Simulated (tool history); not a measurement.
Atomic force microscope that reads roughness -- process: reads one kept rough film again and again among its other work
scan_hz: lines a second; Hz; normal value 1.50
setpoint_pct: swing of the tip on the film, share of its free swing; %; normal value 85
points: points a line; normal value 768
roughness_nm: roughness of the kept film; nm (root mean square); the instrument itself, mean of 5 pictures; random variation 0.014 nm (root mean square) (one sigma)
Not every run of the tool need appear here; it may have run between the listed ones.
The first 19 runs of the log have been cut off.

| run | day | scan_hz | setpoint_pct | points | roughness_nm |
|---|---|---|---|---|---|
|  | 19.158 | new tip fitted |
| 20 | 19.362 | 0.87 | 85 | 768 | 3.318 |
|  | 19.592 | height scale calibrated on a step standard, once more |
| 21 | 19.983 | 2.10 | 68 | 439 | 2.754 |
|  | 20.992 | new tip fitted |
| 22 | 21.196 | 0.82 | 71 | 266 | 3.238 |
| 23 | 22.300 | 0.82 | 71 | 266 | 2.486 |
|  | 22.762 | new tip fitted |
| 24 | 22.996 | 0.82 | 71 | 266 | 3.245 |
| 25 | 24.008 | 0.82 | 71 | 266 | 2.483 |
|  | 24.554 | new tip fitted |
| 26 | 24.675 | 0.82 | 71 | 266 | 3.349 |
| 27 | 25.442 | 2.03 | 88 | 916 | 2.536 |
|  | 26.275 | new tip fitted |
| 28 | 26.658 | 0.82 | 69 | 916 | 3.116 |
| 29 | 27.867 | 0.82 | 69 | 916 | 2.308 |
|  | 27.992 | new tip fitted |
| 30 | 29.271 | 0.82 | 69 | 916 | 2.480 |
|  | 29.717 | new tip fitted |
| 31 | 30.404 | 1.50 | 90 | 768 | 2.696 |
| 32 | 31.300 | 0.80 | 64 | 346 | 2.359 |
|  | 31.421 | new tip fitted |
| 33 | 32.692 | 0.80 | 64 | 346 | 2.531 |
|  | 33.171 | new tip fitted |
| 34 | 33.392 | 1.52 | 56 | 768 | 3.334 |
| 35 | 34.396 | 1.52 | 56 | 768 | 2.543 |
|  | 34.867 | new tip fitted |
| 36 | 35.083 | 1.52 | 56 | 768 | 3.298 |
| 37 | 35.700 | 1.52 | 56 | 768 | 2.795 |
|  | 36.612 | new tip fitted |
| 38 | 37.083 | 1.41 | 85 | 768 | 2.977 |

4 options for the next run, each taken on its own from the tool as it stands now. Forecast them:
| A | 37.829 | 1.50 | 74 | 303 | ? |
| B | 37.829 | 2.75 | 60 | 756 | ? |
| C | 37.829 | 0.84 | 79 | 931 | ? |
| D | 37.829 | 1.50 | 85 | 750 | ? |

| run | roughness_nm |
|---|---|
| A | 2.509 |
| B | 2.538 |
| C | 2.563 |
| D | 2.455 |
Without the tool's hidden state the same runs would have given:
| run | roughness_nm |
|---|---|
| A | 3.430 |
| B | 3.466 |
| C | 3.503 |
| D | 3.355 |
